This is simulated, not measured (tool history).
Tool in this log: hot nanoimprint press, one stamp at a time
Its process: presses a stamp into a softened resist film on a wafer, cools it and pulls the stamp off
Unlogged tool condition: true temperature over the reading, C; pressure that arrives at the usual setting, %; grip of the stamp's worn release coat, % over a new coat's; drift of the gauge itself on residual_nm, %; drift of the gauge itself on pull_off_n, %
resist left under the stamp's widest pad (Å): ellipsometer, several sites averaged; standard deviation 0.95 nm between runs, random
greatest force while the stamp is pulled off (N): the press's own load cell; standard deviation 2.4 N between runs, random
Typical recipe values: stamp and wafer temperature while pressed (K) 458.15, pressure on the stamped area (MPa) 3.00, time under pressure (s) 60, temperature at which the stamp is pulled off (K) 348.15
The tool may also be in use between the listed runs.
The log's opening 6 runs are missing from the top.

run,day,stamp and wafer temperature while pressed (K),pressure on the stamped area (MPa),time under pressure (s),temperature at which the stamp is pulled off (K),hours of work since the thermocouple was calibrated,imprints on the stamp's release coat,hours of work since the press's seals were changed,resist left under the stamp's widest pad (Å),greatest force while the stamp is pulled off (N)
7,1.533,458.15,3.00,60,348.15,285,689,226,4104,133
8,1.854,458.15,3.00,60,348.15,289,716,230,4094,139
9,2.229,458.15,3.00,60,348.15,294,746,235,4095,130
10,2.550,458.15,3.00,60,348.15,298,773,239,4083,136
11,2.721,458.15,3.00,60,348.15,300,787,241,4102,138
12,3.025,458.15,3.00,60,348.15,304,812,245,4087,138
13,3.288,458.15,3.00,60,348.15,308,833,249,4078,142
14,3.567,458.15,3.00,60,344.15,311,856,252,4108,157
15,3.796,458.15,3.00,60,344.15,314,875,255,4094,150
16,4.108,456.15,3.97,107,334.15,318,901,259,3190,189
17,4.392,456.15,3.97,107,334.15,322,924,263,3175,192
18,4.650,456.15,3.97,107,334.15,325,945,267,3187,187
19,5.021,456.15,3.97,107,334.15,330,975,271,3188,193
20,5.233,447.15,3.41,97,344.15,333,993,274,4709,161
21,5.567,453.15,3.41,97,335.15,337,1020,278,3921,191
22,5.954,464.15,3.41,97,352.15,342,1052,283,2699,132
23,6.200,464.15,2.19,97,337.15,345,1072,287,3340,182
24,6.554,464.15,3.39,107,339.15,350,1101,291,2629,178

Run 25 has not been measured yet. What should we expect?
25,6.879,462.15,3.39,107,339.15,354,1128,295,?,?

{"run 25": {"resist left under the stamp's widest pad (Å)": 2791, "greatest force while the stamp is pulled off (N)": 186}}
Without the tool's hidden state the same run would have given resist left under the stamp's widest pad (Å) 2701, greatest force while the stamp is pulled off (N) 139.

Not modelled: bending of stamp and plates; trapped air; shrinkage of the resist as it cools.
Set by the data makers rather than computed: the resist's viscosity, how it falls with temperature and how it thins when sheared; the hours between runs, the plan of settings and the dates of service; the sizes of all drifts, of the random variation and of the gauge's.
